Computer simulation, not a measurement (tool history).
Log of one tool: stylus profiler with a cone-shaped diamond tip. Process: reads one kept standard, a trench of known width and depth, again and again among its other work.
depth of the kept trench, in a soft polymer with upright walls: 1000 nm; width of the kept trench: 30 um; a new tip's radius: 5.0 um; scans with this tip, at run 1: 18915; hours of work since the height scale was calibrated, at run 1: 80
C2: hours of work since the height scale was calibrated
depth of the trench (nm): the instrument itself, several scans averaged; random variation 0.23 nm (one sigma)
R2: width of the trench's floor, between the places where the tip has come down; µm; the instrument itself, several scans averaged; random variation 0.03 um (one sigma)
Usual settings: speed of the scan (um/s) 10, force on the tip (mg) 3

run 1 hour=0 | speed_of_the_scan_(um/s)=10 force_on_the_tip_(mg)=3 | scans_with_this_tip=18915 C2=80 | depth_of_the_trench_(nm)=1015.45 R2=22.15
run 2 hour=68.4 | speed_of_the_scan_(um/s)=5 force_on_the_tip_(mg)=3 | scans_with_this_tip=19254 C2=120 | depth_of_the_trench_(nm)=1015.27 R2=22.18
run 3 hour=154.3 | speed_of_the_scan_(um/s)=5 force_on_the_tip_(mg)=3 | scans_with_this_tip=19679 C2=169 | depth_of_the_trench_(nm)=1015.08 R2=22.09
run 4 hour=218.5 | speed_of_the_scan_(um/s)=5 force_on_the_tip_(mg)=3 | scans_with_this_tip=19997 C2=206 | depth_of_the_trench_(nm)=1015.9 R2=22.13
run 5 hour=317.4 | speed_of_the_scan_(um/s)=5 force_on_the_tip_(mg)=3 | scans_with_this_tip=20487 C2=263 | depth_of_the_trench_(nm)=1016.2 R2=22.07
run 6 hour=384.9 | speed_of_the_scan_(um/s)=5 force_on_the_tip_(mg)=3 | scans_with_this_tip=20822 C2=301 | depth_of_the_trench_(nm)=1016.05 R2=22
run 7 hour=462.4 | speed_of_the_scan_(um/s)=5 force_on_the_tip_(mg)=3 | scans_with_this_tip=21205 C2=346 | depth_of_the_trench_(nm)=1016.79 R2=21.99
run 8 hour=513.5 | speed_of_the_scan_(um/s)=10 force_on_the_tip_(mg)=3 | scans_with_this_tip=21458 C2=375 | depth_of_the_trench_(nm)=1016.68 R2=21.92
run 9 hour=558.2 | speed_of_the_scan_(um/s)=14 force_on_the_tip_(mg)=3 | scans_with_this_tip=21680 C2=401 | depth_of_the_trench_(nm)=1016.46 R2=21.91
-- hour=593.7 new tip fitted, height scale calibrated
run 10 hour=660.6 | speed_of_the_scan_(um/s)=14 force_on_the_tip_(mg)=3 | scans_with_this_tip=331 C2=38 | depth_of_the_trench_(nm)=1016.04 R2=24.03
run 11 hour=726.8 | speed_of_the_scan_(um/s)=10 force_on_the_tip_(mg)=3 | scans_with_this_tip=659 C2=76 | depth_of_the_trench_(nm)=1015.96 R2=24.04
-- hour=734.1 height scale calibrated on a step standard
run 12 hour=816.6 | speed_of_the_scan_(um/s)=10 force_on_the_tip_(mg)=3 | scans_with_this_tip=1102 C2=47 | depth_of_the_trench_(nm)=1016.33 R2=24
run 13 hour=863.5 | speed_of_the_scan_(um/s)=10 force_on_the_tip_(mg)=3.64 | scans_with_this_tip=1334 C2=74 | depth_of_the_trench_(nm)=1018.48 R2=23.98
run 14 hour=947.6 | speed_of_the_scan_(um/s)=36 force_on_the_tip_(mg)=5.36 | scans_with_this_tip=1751 C2=123 | depth_of_the_trench_(nm)=1023.55 R2=23.82
-- hour=1009.8 height scale calibrated on a step standard, once more
run 15 hour=1040.5 | speed_of_the_scan_(um/s)=4 force_on_the_tip_(mg)=1.73 | scans_with_this_tip=2209 C2=18 | depth_of_the_trench_(nm)=1011.26 R2=23.89
run 16 hour=1131.4 | speed_of_the_scan_(um/s)=10 force_on_the_tip_(mg)=6.11 | scans_with_this_tip=2659 C2=70 | depth_of_the_trench_(nm)=1025.38 R2=23.8
run 17 hour=1176.4 | speed_of_the_scan_(um/s)=4 force_on_the_tip_(mg)=1.05 | scans_with_this_tip=2882 C2=96 | depth_of_the_trench_(nm)=1008.71 R2=23.77
run 18 hour=1275.3 | speed_of_the_scan_(um/s)=4 force_on_the_tip_(mg)=3.42 | scans_with_this_tip=3372 C2=152 | depth_of_the_trench_(nm)=1018.02 R2=23.72
run 19 hour=1337.1 | speed_of_the_scan_(um/s)=10 force_on_the_tip_(mg)=3.95 | scans_with_this_tip=3678 C2=188 | depth_of_the_trench_(nm)=1019.52 R2=23.62
run 20 hour=1384.1 | speed_of_the_scan_(um/s)=10 force_on_the_tip_(mg)=3.95 | scans_with_this_tip=3911 C2=215 | depth_of_the_trench_(nm)=1019.95 R2=23.7
run 21 hour=1481.9 | speed_of_the_scan_(um/s)=5 force_on_the_tip_(mg)=1.97 | scans_with_this_tip=4395 C2=271 | depth_of_the_trench_(nm)=1013.44 R2=23.66
run 22 hour=1556 | speed_of_the_scan_(um/s)=5 force_on_the_tip_(mg)=1.97 | scans_with_this_tip=4762 C2=314 | depth_of_the_trench_(nm)=1013.25 R2=23.61
run 23 hour=1607.1 | speed_of_the_scan_(um/s)=5 force_on_the_tip_(mg)=1.97 | scans_with_this_tip=5015 C2=343 | depth_of_the_trench_(nm)=1013.52 R2=23.6
run 24 hour=1657.4 | speed_of_the_scan_(um/s)=5 force_on_the_tip_(mg)=1.97 | scans_with_this_tip=5264 C2=372 | depth_of_the_trench_(nm)=1013.79 R2=23.58

3 ways to go on from here, each from the tool as it stands after run 24. What would each give?
run A hour=1706 | speed_of_the_scan_(um/s)=7 force_on_the_tip_(mg)=1.82 | scans_with_this_tip=5505 C2=400 | depth_of_the_trench_(nm)=? R2=?
run B hour=1706 | speed_of_the_scan_(um/s)=22 force_on_the_tip_(mg)=7.04 | scans_with_this_tip=5505 C2=400 | depth_of_the_trench_(nm)=? R2=?
run C hour=1706 | speed_of_the_scan_(um/s)=2 force_on_the_tip_(mg)=1.22 | scans_with_this_tip=5505 C2=400 | depth_of_the_trench_(nm)=? R2=?

run=A depth_of_the_trench_(nm)=1013.25 R2=23.48
run=B depth_of_the_trench_(nm)=1029.53 R2=23.48
run=C depth_of_the_trench_(nm)=1010.62 R2=23.57
Without the tool's hidden state the same runs would have given:
run=A depth_of_the_trench_(nm)=1011.07 R2=23.93
run=B depth_of_the_trench_(nm)=1027.31 R2=23.92
run=C depth_of_the_trench_(nm)=1008.44 R2=24.02

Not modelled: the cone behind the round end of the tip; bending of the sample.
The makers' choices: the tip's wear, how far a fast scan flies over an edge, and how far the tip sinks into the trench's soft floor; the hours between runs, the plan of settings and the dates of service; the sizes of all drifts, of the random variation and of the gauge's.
